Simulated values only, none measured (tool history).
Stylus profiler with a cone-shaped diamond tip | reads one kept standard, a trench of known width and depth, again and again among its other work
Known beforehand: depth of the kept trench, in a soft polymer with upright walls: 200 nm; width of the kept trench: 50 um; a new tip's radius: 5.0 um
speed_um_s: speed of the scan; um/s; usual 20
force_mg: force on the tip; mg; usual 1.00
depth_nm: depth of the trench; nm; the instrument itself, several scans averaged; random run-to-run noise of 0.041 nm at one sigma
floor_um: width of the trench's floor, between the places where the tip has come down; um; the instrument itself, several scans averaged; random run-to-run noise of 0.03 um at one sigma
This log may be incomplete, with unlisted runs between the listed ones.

run,hour,speed_um_s,force_mg,depth_nm,floor_um
1,0.0,20,1.00,200.76,47.07
2,12.0,20,1.00,200.73,47.05
3,20.4,20,1.00,200.82,47.03
4,33.8,20,1.00,200.79,47.06
5,53.6,20,1.00,200.69,47.01
6,62.0,20,1.27,200.86,47.05
7,75.3,20,1.00,200.72,47.01
8,88.2,23,1.00,200.65,46.98
9,97.5,20,1.00,200.72,47.01
10,108.3,20,0.69,200.50,46.94
11,125.1,20,1.00,200.69,46.92
12,139.2,20,0.39,200.33,46.88
13,152.9,20,0.39,200.20,46.82
14,166.5,20,0.39,200.30,46.83
15,180.9,20,0.39,200.32,46.84
16,196.9,20,0.39,200.31,46.81
17,205.7,20,0.39,200.28,46.87
18,221.2,20,1.00,200.74,46.87
19,239.4,20,1.00,200.75,46.87
20,255.1,25,0.89,200.60,46.81
21,266.1,5,0.52,200.38,46.88
22,283.7,5,0.52,200.31,46.93
23,297.7,52,1.29,200.82,46.65
24,314.2,52,1.29,200.77,46.60
25,333.5,20,0.45,200.28,46.76
# hour 335.0: height scale calibrated on a step standard
26,343.5,14,0.36,200.15,46.77
27,363.3,59,0.37,200.09,46.32
28,374.5,5,0.81,200.39,46.82
# hour 376.7: height scale calibrated on a step standard, once more
29,391.9,12,0.40,200.43,46.77
30,410.3,47,1.50,201.19,46.65
31,424.0,20,1.08,200.97,46.75
32,434.5,13,1.66,201.33,46.80
33,443.8,61,0.89,200.83,46.43
34,452.6,41,1.40,201.10,46.63
35,468.4,25,2.67,201.73,46.72
36,477.3,13,2.67,201.74,46.75
37,488.6,15,0.68,200.68,46.70
38,499.7,15,0.68,200.71,46.70

Some steps in depth_nm, run to run, broken into two amounts with sign: the step expected even without the hidden condition (settings, incoming material, random variation), and the rest, left for the hidden condition together with whatever gauge scatter is not in both the measured and the hidden-condition-free result:
Unlogged tool condition in this case: radius of the tip, um; height scale over the true one, %; drift of the gauge itself on depth_nm, %; drift of the gauge itself on floor_um, %.
Run 2 -> 3: nothing adjusted, nothing logged. depth_nm +0.09 nm: hidden state -0.01, all else +0.10.
Run 25 -> 26: speed_um_s 20 -> 14, force_mg 0.45 -> 0.36, height scale calibrated on a step standard. depth_nm -0.13 nm: hidden state -0.12, all else -0.01.
Run 28 -> 29: speed_um_s 5 -> 12, force_mg 0.81 -> 0.40, height scale calibrated on a step standard, once more. depth_nm +0.04 nm: hidden state +0.41, all else -0.37.
Run 29 -> 30: speed_um_s 12 -> 47, force_mg 0.40 -> 1.50. depth_nm +0.76 nm: hidden state -0.01, all else +0.77.
Run 34 -> 35: speed_um_s 41 -> 25, force_mg 1.40 -> 2.67. depth_nm +0.63 nm: hidden state +0.00, all else +0.63.
Run 36 -> 37: speed_um_s 13 -> 15, force_mg 2.67 -> 0.68. depth_nm -1.06 nm: hidden state -0.01, all else -1.05.

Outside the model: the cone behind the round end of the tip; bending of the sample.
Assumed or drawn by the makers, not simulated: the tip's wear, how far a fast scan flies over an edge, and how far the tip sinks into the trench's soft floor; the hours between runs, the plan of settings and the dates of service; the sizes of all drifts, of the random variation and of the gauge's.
